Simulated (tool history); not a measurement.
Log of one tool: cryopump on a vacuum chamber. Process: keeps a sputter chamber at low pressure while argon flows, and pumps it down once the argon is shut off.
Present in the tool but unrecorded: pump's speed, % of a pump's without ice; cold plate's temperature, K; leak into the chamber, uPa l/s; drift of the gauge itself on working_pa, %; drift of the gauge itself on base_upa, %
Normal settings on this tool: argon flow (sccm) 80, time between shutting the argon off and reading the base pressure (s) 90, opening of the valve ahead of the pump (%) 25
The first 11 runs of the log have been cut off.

| run | day | argon flow (sccm) | time between shutting the argon off and reading the base pressure (s) | opening of the valve ahead of the pump (%) | hours of work since the pump was warmed up and emptied | hours of work since the cold head was overhauled | hours of work since the chamber's fittings were tightened | pressure while argon flows (Pa) | pressure after the wait (uPa) |
|---|---|---|---|---|---|---|---|---|---|
| 12 | 33.233 | 160 | 90 | 25 | 599 | 3147 | 1303 | 0.6364 | 1.22 |
| 13 | 35.671 | 80 | 90 | 25 | 640 | 3187 | 1343 | 0.3193 | 1.32 |
| 14 | 37.896 | 80 | 90 | 25 | 676 | 3224 | 1380 | 0.3186 | 1.35 |
| 15 | 41.325 | 80 | 90 | 25 | 733 | 3281 | 1437 | 0.3224 | 1.43 |
| 16 | 43.317 | 80 | 90 | 25 | 766 | 3313 | 1470 | 0.3207 | 1.37 |
|  | 47.025 | pump warmed up, emptied and cooled again |
| 17 | 47.725 | 85 | 90 | 25 | 12 | 3383 | 1539 | 0.3219 | 1.22 |
| 18 | 50.312 | 62 | 44 | 25 | 54 | 3426 | 1582 | 0.2338 | 1.75 |
| 19 | 53.796 | 134 | 90 | 25 | 112 | 3483 | 1639 | 0.5100 | 1.27 |
| 20 | 58.358 | 32 | 207 | 15 | 187 | 3559 | 1715 | 0.2023 | 1.06 |
| 21 | 61.021 | 32 | 207 | 15 | 231 | 3602 | 1759 | 0.2028 | 1.10 |
| 22 | 63.504 | 80 | 37 | 45 | 272 | 3644 | 1800 | 0.1740 | 2.12 |
| 23 | 68.158 | 80 | 37 | 45 | 349 | 3720 | 1877 | 0.1782 | 2.07 |
| 24 | 71.058 | 75 | 37 | 28 | 397 | 3768 | 1924 | 0.2616 | 2.15 |
| 25 | 75.254 | 75 | 37 | 28 | 466 | 3838 | 1994 | 0.2639 | 2.22 |
| 26 | 77.583 | 75 | 37 | 28 | 505 | 3876 | 2032 | 0.2654 | 2.27 |
| 27 | 80.692 | 117 | 90 | 32 | 556 | 3927 | 2084 | 0.3657 | 1.62 |
| 28 | 83.862 | 80 | 71 | 25 | 609 | 3980 | 2136 | 0.3176 | 1.76 |
| 29 | 86.858 | 53 | 25 | 48 | 658 | 4029 | 2186 | 0.1176 | 2.92 |
| 30 | 90.304 | 53 | 25 | 48 | 715 | 4086 | 2243 | 0.1188 | 2.97 |
| 31 | 92.808 | 40 | 33 | 48 | 756 | 4128 | 2284 | 0.0903 | 2.67 |
| 32 | 95.350 | 80 | 69 | 52 | 798 | 4170 | 2326 | 0.1684 | 1.91 |
|  | 96.958 | pump warmed up, emptied and cooled again |
| 33 | 98.717 | 41 | 122 | 27 | 29 | 4222 | 2378 | 0.1441 | 1.42 |

Predict each of these 5 candidate next runs independently; none follows another, all start after run 33:
| A | 100.883 | 138 | 151 | 19 | 65 | 4258 | 2414 | ? | ? |
| B | 100.883 | 33 | 122 | 27 | 65 | 4258 | 2414 | ? | ? |
| C | 100.883 | 34 | 218 | 25 | 65 | 4258 | 2414 | ? | ? |
| D | 100.883 | 80 | 60 | 20 | 65 | 4258 | 2414 | ? | ? |
| E | 100.883 | 80 | 55 | 25 | 65 | 4258 | 2414 | ? | ? |

| run | pressure while argon flows (Pa) | pressure after the wait (uPa) |
|---|---|---|
| A | 0.6889 | 1.34 |
| B | 0.1159 | 1.41 |
| C | 0.1292 | 1.28 |
| D | 0.3827 | 1.80 |
| E | 0.3057 | 1.90 |
What these runs would have given with no unlogged condition in the tool:
| run | pressure while argon flows (Pa) | pressure after the wait (uPa) |
|---|---|---|
| A | 0.6787 | 0.44 |
| B | 0.1135 | 0.49 |
| C | 0.1267 | 0.38 |
| D | 0.3767 | 0.88 |
| E | 0.2997 | 0.96 |

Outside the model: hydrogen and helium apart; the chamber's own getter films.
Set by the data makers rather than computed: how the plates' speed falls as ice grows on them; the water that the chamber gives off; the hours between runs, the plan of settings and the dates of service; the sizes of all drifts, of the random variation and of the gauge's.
